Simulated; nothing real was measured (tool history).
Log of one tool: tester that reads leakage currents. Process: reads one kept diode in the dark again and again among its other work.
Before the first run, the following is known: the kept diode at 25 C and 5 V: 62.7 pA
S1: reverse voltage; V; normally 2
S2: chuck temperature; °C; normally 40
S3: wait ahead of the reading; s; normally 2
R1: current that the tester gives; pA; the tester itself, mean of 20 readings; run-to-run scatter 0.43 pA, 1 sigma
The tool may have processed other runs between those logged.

Run 1, day 0: usual settings. Result: R1 141.93 pA.
Run 2, day 9.038: usual settings. Result: R1 143.83 pA.
Run 3, day 14.733: usual settings. Result: R1 143.73 pA.
Run 4, day 21.129: usual settings. Result: R1 144.82 pA.
Run 5, day 27.683: usual settings. Result: R1 145.83 pA.
Run 6, day 36.754: usual settings. Result: R1 145.98 pA.
Run 7, day 41.883: usual settings. Result: R1 147.66 pA.
Run 8, day 50.858: usual settings. Result: R1 151.86 pA.
Run 9, day 58.275: usual settings. Result: R1 152.88 pA.
Run 10, day 66.017: usual settings. Result: R1 154.32 pA.
Run 11, day 73.154: usual settings. Result: R1 151.96 pA.
Run 12, day 77.621: usual settings but S1 1.61 V, S2 35 °C. Result: R1 98.54 pA.
Run 13, day 86.3: usual settings but S1 2.86 V, S2 24 °C, S3 1.76 s. Result: R1 53.33 pA.
Run 14, day 94.733: usual settings but S1 2.86 V, S2 23 °C, S3 1.76 s. Result: R1 49.73 pA.
Run 15, day 101.621: usual settings but S2 27 °C, S3 3.83 s. Result: R1 59.48 pA.
Run 16, day 105.562: usual settings but S1 12.7 V, S2 33 °C, S3 3.83 s. Result: R1 180.07 pA.
Run 17, day 109.779: usual settings but S1 1.37 V, S2 55 °C, S3 0.3 s. Result: R1 347.97 pA.
Run 18, day 115.625: usual settings but S1 1.37 V, S2 55 °C, S3 0.3 s. Result: R1 348.52 pA.
Run 19, day 123.242: usual settings but S1 3.73 V, S2 44 °C. Result: R1 235.61 pA.
Run 20, day 128.996: usual settings but S1 3.73 V, S2 44 °C. Result: R1 237.07 pA.
Run 21, day 136.017: usual settings but S1 3.73 V, S2 44 °C. Result: R1 237.04 pA.

Taken out of this log: 4 entries between the listed runs. Where each belongs, and how the hidden state differs across it:
After run 6, before run 7: probe card cleaned and baked (day 37.533)
  stray current of the dirty probe card, pA a volt: 0.926 -> 1.203; current scale over the true one, %: -1.98 -> -2.02; true chuck temperature over the reading, C: 0.49 -> 0.55
  measured result minus the result with no hidden state, R1: +3.94 -> +4.99 pA
After run 7, before run 8: tester calibrated (day 44.879)
  stray current of the dirty probe card, pA a volt: 1.203 -> 1.285; current scale over the true one, %: -2.02 -> 0.06; true chuck temperature over the reading, C: 0.55 -> 0.63
  measured result minus the result with no hidden state, R1: +4.99 -> +9.19 pA
After run 10, before run 11: probe card cleaned and baked, once more (day 67.288)
  stray current of the dirty probe card, pA a volt: 1.426 -> 0.073; current scale over the true one, %: -0.08 -> -0.13; true chuck temperature over the reading, C: 0.79 -> 0.86
  measured result minus the result with no hidden state, R1: +10.98 -> +8.96 pA
After run 16, before run 17: chuck's temperature calibrated (day 108.158)
  stray current of the dirty probe card, pA a volt: 0.365 -> 0.404; current scale over the true one, %: -0.41 -> -0.45; true chuck temperature over the reading, C: 1.19 -> -0.06
  measured result minus the result with no hidden state, R1: +18.54 -> -2.4 pA
